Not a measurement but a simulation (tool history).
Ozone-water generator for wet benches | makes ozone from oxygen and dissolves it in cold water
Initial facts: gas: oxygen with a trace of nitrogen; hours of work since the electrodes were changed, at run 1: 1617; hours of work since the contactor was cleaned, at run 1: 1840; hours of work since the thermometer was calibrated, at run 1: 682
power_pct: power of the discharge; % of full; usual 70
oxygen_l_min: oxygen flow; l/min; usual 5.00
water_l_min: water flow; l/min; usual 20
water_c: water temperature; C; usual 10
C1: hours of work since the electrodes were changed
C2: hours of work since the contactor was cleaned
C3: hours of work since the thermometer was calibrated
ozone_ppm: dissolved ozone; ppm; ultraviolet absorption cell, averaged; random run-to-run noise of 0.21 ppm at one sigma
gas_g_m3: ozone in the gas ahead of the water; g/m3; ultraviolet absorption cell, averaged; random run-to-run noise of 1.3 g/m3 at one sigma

Run 1, hour 0.0: usual settings; C1 1617; C2 1840; C3 682. Result: ozone_ppm 30.0 ppm, gas_g_m3 230.3 g/m3.
Run 2, hour 65.0: usual settings; C1 1680; C2 1902; C3 745. Result: ozone_ppm 29.5 ppm, gas_g_m3 227.6 g/m3.
Run 3, hour 100.3: usual settings; C1 1714; C2 1936; C3 779. Result: ozone_ppm 29.5 ppm, gas_g_m3 228.9 g/m3.
Run 4, hour 163.4: usual settings but oxygen_l_min 2.93 l/min; C1 1775; C2 1997; C3 840. Result: ozone_ppm 28.4 ppm, gas_g_m3 320.2 g/m3.
Run 5, hour 211.0: usual settings but oxygen_l_min 2.93 l/min; C1 1821; C2 2043; C3 886. Result: ozone_ppm 28.4 ppm, gas_g_m3 318.0 g/m3.
Run 6, hour 277.6: usual settings but oxygen_l_min 5.49 l/min; C1 1885; C2 2107; C3 950. Result: ozone_ppm 29.4 ppm, gas_g_m3 213.4 g/m3.
Run 7, hour 332.6: usual settings but water_c 7 C; C1 1938; C2 2160; C3 1003. Result: ozone_ppm 30.9 ppm, gas_g_m3 227.3 g/m3.
Run 8, hour 366.7: usual settings but water_c 7 C; C1 1971; C2 2193; C3 1036. Result: ozone_ppm 30.9 ppm, gas_g_m3 225.6 g/m3.
Run 9, hour 419.6: usual settings; C1 2022; C2 2244; C3 1087. Result: ozone_ppm 29.3 ppm, gas_g_m3 225.1 g/m3.
Run 10, hour 494.2: usual settings; C1 2094; C2 2316; C3 1158. Result: ozone_ppm 29.7 ppm, gas_g_m3 229.4 g/m3.
Run 11, hour 543.9: usual settings but power_pct 83 % of full, water_l_min 17 l/min; C1 2141; C2 2364; C3 1206. Result: ozone_ppm 38.6 ppm, gas_g_m3 262.4 g/m3.
Run 12, hour 604.0: usual settings but power_pct 83 % of full, water_l_min 17 l/min; C1 2199; C2 2422; C3 1264. Result: ozone_ppm 38.2 ppm, gas_g_m3 264.0 g/m3.
Run 13, hour 644.1: usual settings but power_pct 76 % of full, oxygen_l_min 5.35 l/min, water_l_min 15 l/min, water_c 5 C; C1 2238; C2 2460; C3 1303. Result: ozone_ppm 41.4 ppm, gas_g_m3 233.0 g/m3.
Run 14, hour 687.9: usual settings but power_pct 76 % of full, oxygen_l_min 5.35 l/min, water_l_min 15 l/min, water_c 5 C; C1 2280; C2 2503; C3 1345. Result: ozone_ppm 41.4 ppm, gas_g_m3 231.8 g/m3.
Run 15, hour 760.3: usual settings but power_pct 76 % of full, oxygen_l_min 5.35 l/min, water_l_min 15 l/min, water_c 5 C; C1 2350; C2 2572; C3 1415. Result: ozone_ppm 40.7 ppm, gas_g_m3 231.6 g/m3.
Run 16, hour 805.0: usual settings but power_pct 76 % of full, oxygen_l_min 5.35 l/min, water_l_min 15 l/min, water_c 5 C; C1 2393; C2 2615; C3 1458. Result: ozone_ppm 41.1 ppm, gas_g_m3 231.0 g/m3.
Run 17, hour 835.4: usual settings but water_l_min 29 l/min, water_c 6 C; C1 2422; C2 2645; C3 1487. Result: ozone_ppm 22.1 ppm, gas_g_m3 224.2 g/m3.

Forecast each of these 3 alternatives for the next run:
Run A, hour 892.8: usual settings but water_l_min 18 l/min, water_c 8 C; C1 2477; C2 2700; C3 1542. Result: ozone_ppm ?, gas_g_m3 ?.
Run B, hour 892.8: usual settings but power_pct 96 % of full, water_l_min 14 l/min; C1 2477; C2 2700; C3 1542. Result: ozone_ppm ?, gas_g_m3 ?.
Run C, hour 892.8: usual settings but power_pct 43 % of full, water_l_min 29 l/min, water_c 6 C; C1 2477; C2 2700; C3 1542. Result: ozone_ppm ?, gas_g_m3 ?.

run  ozone_ppm  gas_g_m3
  A       32.6     225.4
  B       49.5     293.6
  C       14.6     149.6
With the hidden condition removed and each run's random variation left untouched, the same runs would have given:
run  ozone_ppm  gas_g_m3
  A       34.2     234.1
  B       52.4     308.1
  C       15.1     152.9
